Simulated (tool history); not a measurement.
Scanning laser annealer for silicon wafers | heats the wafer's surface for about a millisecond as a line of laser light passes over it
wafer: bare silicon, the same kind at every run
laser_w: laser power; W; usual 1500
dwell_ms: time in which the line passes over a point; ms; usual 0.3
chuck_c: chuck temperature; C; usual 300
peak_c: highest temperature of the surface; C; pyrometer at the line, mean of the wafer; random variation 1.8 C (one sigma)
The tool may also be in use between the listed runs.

run 1 hour=0 | laser_w=1500 dwell_ms=0.3 chuck_c=300 | peak_c=994
run 2 hour=24.7 | laser_w=1500 dwell_ms=0.3 chuck_c=300 | peak_c=994
run 3 hour=47.8 | laser_w=1530 dwell_ms=0.3 chuck_c=300 | peak_c=1011
run 4 hour=76.8 | laser_w=1530 dwell_ms=0.3 chuck_c=300 | peak_c=1011
run 5 hour=100.4 | laser_w=1500 dwell_ms=0.3 chuck_c=279 | peak_c=970
run 6 hour=134.2 | laser_w=1500 dwell_ms=0.3 chuck_c=300 | peak_c=990
run 7 hour=152.5 | laser_w=1500 dwell_ms=0.3 chuck_c=300 | peak_c=991
run 8 hour=182 | laser_w=1500 dwell_ms=0.3 chuck_c=300 | peak_c=993
run 9 hour=203.7 | laser_w=1500 dwell_ms=0.3 chuck_c=300 | peak_c=990
run 10 hour=236.3 | laser_w=1500 dwell_ms=0.3 chuck_c=300 | peak_c=993
run 11 hour=266.2 | laser_w=1500 dwell_ms=0.3 chuck_c=300 | peak_c=988
run 12 hour=282.4 | laser_w=1500 dwell_ms=0.3 chuck_c=300 | peak_c=990
run 13 hour=301.8 | laser_w=1500 dwell_ms=0.3 chuck_c=334 | peak_c=1024
run 14 hour=319.2 | laser_w=1500 dwell_ms=0.3 chuck_c=334 | peak_c=1024
run 15 hour=357.4 | laser_w=1431 dwell_ms=0.3 chuck_c=300 | peak_c=949
run 16 hour=377.1 | laser_w=1500 dwell_ms=0.296 chuck_c=300 | peak_c=982
run 17 hour=409.3 | laser_w=1510 dwell_ms=0.3 chuck_c=300 | peak_c=994
run 18 hour=432.8 | laser_w=1510 dwell_ms=0.3 chuck_c=300 | peak_c=994
run 19 hour=471.4 | laser_w=1500 dwell_ms=0.3 chuck_c=300 | peak_c=987
run 20 hour=508.6 | laser_w=1500 dwell_ms=0.3 chuck_c=300 | peak_c=988
run 21 hour=546.1 | laser_w=1500 dwell_ms=0.3 chuck_c=300 | peak_c=986
run 22 hour=584.1 | laser_w=1500 dwell_ms=0.363 chuck_c=300 | peak_c=1063
run 23 hour=622.6 | laser_w=1301 dwell_ms=0.25 chuck_c=296 | peak_c=815
run 24 hour=648 | laser_w=1367 dwell_ms=0.337 chuck_c=296 | peak_c=952
run 25 hour=679 | laser_w=1474 dwell_ms=0.276 chuck_c=263 | peak_c=898
run 26 hour=715.9 | laser_w=1500 dwell_ms=0.294 chuck_c=300 | peak_c=974
run 27 hour=755.4 | laser_w=1500 dwell_ms=0.294 chuck_c=300 | peak_c=975
run 28 hour=789.3 | laser_w=1487 dwell_ms=0.373 chuck_c=311 | peak_c=1074
-- hour=814.1 window over the wafer cleaned
run 29 hour=828.7 | laser_w=1553 dwell_ms=0.264 chuck_c=291 | peak_c=977
run 30 hour=858.8 | laser_w=1500 dwell_ms=0.311 chuck_c=305 | peak_c=1027
run 31 hour=892 | laser_w=1608 dwell_ms=0.311 chuck_c=340 | peak_c=1121
run 32 hour=920.8 | laser_w=1528 dwell_ms=0.311 chuck_c=340 | peak_c=1077
run 33 hour=944.1 | laser_w=1500 dwell_ms=0.375 chuck_c=300 | peak_c=1099
run 34 hour=980.2 | laser_w=1489 dwell_ms=0.24 chuck_c=268 | peak_c=883

Forecast run 35:
run 35 hour=1015.6 | laser_w=1308 dwell_ms=0.251 chuck_c=289 | peak_c=?

Run 35 gave peak_c 829 C.
Without the tool's hidden state the same run would have given peak_c 840 C.
